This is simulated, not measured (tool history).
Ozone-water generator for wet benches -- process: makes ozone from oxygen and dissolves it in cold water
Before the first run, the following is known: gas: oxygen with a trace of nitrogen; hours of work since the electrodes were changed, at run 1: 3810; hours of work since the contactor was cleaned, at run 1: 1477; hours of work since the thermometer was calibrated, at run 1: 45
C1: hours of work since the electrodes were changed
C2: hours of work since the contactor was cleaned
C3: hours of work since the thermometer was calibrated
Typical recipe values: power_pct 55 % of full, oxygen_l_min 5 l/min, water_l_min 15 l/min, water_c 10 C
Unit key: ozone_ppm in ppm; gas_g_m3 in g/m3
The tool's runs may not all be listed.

Run 1, hour 0: usual settings; C1 3810; C2 1477; C3 45. Result: ozone_ppm 22.7 ppm, gas_g_m3 144.2 g/m3.
Run 2, hour 160.8: usual settings but oxygen_l_min 2.99 l/min; C1 3939; C2 1607; C3 175. Result: ozone_ppm 22.4 ppm, gas_g_m3 197.1 g/m3.
Run 3, hour 311: usual settings but oxygen_l_min 2.99 l/min; C1 4061; C2 1728; C3 296. Result: ozone_ppm 22.5 ppm, gas_g_m3 196.4 g/m3.
Run 4, hour 396.7: usual settings but oxygen_l_min 2.99 l/min; C1 4130; C2 1797; C3 365. Result: ozone_ppm 22.2 ppm, gas_g_m3 195.6 g/m3.
Run 5, hour 578.3: usual settings but oxygen_l_min 2.99 l/min; C1 4276; C2 1944; C3 512. Result: ozone_ppm 21.9 ppm, gas_g_m3 193 g/m3.
Run 6, hour 715.3: usual settings but oxygen_l_min 2.99 l/min; C1 4387; C2 2054; C3 622. Result: ozone_ppm 22.1 ppm, gas_g_m3 193.9 g/m3.
Run 7, hour 846.3: usual settings but oxygen_l_min 2.99 l/min, water_l_min 10 l/min; C1 4492; C2 2160; C3 728. Result: ozone_ppm 30.8 ppm, gas_g_m3 193.6 g/m3.
Run 8, hour 1009.5: usual settings; C1 4624; C2 2292; C3 860. Result: ozone_ppm 22 ppm, gas_g_m3 141.7 g/m3.
Run 9, hour 1118.4: usual settings; C1 4712; C2 2379; C3 948. Result: ozone_ppm 21.9 ppm, gas_g_m3 140.6 g/m3.
Run 10, hour 1204.8: usual settings but power_pct 79 % of full, water_c 5 C; C1 4782; C2 2449; C3 1017. Result: ozone_ppm 28 ppm, gas_g_m3 168.5 g/m3.
Run 11, hour 1338.7: usual settings but oxygen_l_min 5.55 l/min, water_l_min 11 l/min, water_c 5 C; C1 4890; C2 2557; C3 1125. Result: ozone_ppm 29.3 ppm, gas_g_m3 131.6 g/m3.
Run 12, hour 1494.6: usual settings but power_pct 91 % of full, oxygen_l_min 2.53 l/min, water_l_min 11 l/min, water_c 5 C; C1 5015; C2 2683; C3 1251. Result: ozone_ppm 37.8 ppm, gas_g_m3 271.3 g/m3.
At hour 1509.3: water thermometer calibrated.
Run 13, hour 1594.4: usual settings but power_pct 53 % of full; C1 5095; C2 2763; C3 69. Result: ozone_ppm 21.1 ppm, gas_g_m3 137.9 g/m3.
Run 14, hour 1696.9: usual settings but power_pct 53 % of full; C1 5178; C2 2846; C3 151. Result: ozone_ppm 20.9 ppm, gas_g_m3 137 g/m3.
At hour 1779.6: water thermometer calibrated, once more.
Run 15, hour 1781.8: usual settings but power_pct 56 % of full, oxygen_l_min 6.86 l/min, water_l_min 10 l/min, water_c 11 C; C1 5246; C2 2914; C3 2. Result: ozone_ppm 26.4 ppm, gas_g_m3 115.4 g/m3.
Run 16, hour 1886.3: usual settings but power_pct 54 % of full, oxygen_l_min 6.96 l/min, water_l_min 18 l/min, water_c 6 C; C1 5330; C2 2998; C3 86. Result: ozone_ppm 18.9 ppm, gas_g_m3 111.6 g/m3.
Run 17, hour 2038.9: usual settings but power_pct 54 % of full, oxygen_l_min 6.96 l/min, water_l_min 18 l/min, water_c 6 C; C1 5454; C2 3121; C3 209. Result: ozone_ppm 18.6 ppm, gas_g_m3 111.8 g/m3.
Run 18, hour 2161.4: usual settings but water_c 15 C; C1 5552; C2 3220; C3 308. Result: ozone_ppm 19.4 ppm, gas_g_m3 137.1 g/m3.

Consider 4 possible next runs. They are alternatives, not a sequence: every one starts from the tool as it was left by run 18. What does each give?
Run A, hour 2282: usual settings but oxygen_l_min 2.68 l/min; C1 5650; C2 3317; C3 405. Result: ozone_ppm ?, gas_g_m3 ?.
Run B, hour 2282: usual settings but power_pct 54 % of full, oxygen_l_min 6.78 l/min, water_c 15 C; C1 5650; C2 3317; C3 405. Result: ozone_ppm ?, gas_g_m3 ?.
Run C, hour 2282: usual settings but power_pct 62 % of full, oxygen_l_min 2.7 l/min, water_l_min 20 l/min; C1 5650; C2 3317; C3 405. Result: ozone_ppm ?, gas_g_m3 ?.
Run D, hour 2282: usual settings but power_pct 63 % of full, water_l_min 24 l/min, water_c 13 C; C1 5650; C2 3317; C3 405. Result: ozone_ppm ?, gas_g_m3 ?.

run  ozone_ppm  gas_g_m3
  A       20.6     198.7
  B       18.7     112.8
  C       16.2     210.1
  D         14     146.3
With no hidden state in the tool, these same runs would have given:
run  ozone_ppm  gas_g_m3
  A       25.9     241.2
  B       23.5     136.6
  C       20.9     258.8
  D       18.2     180.5
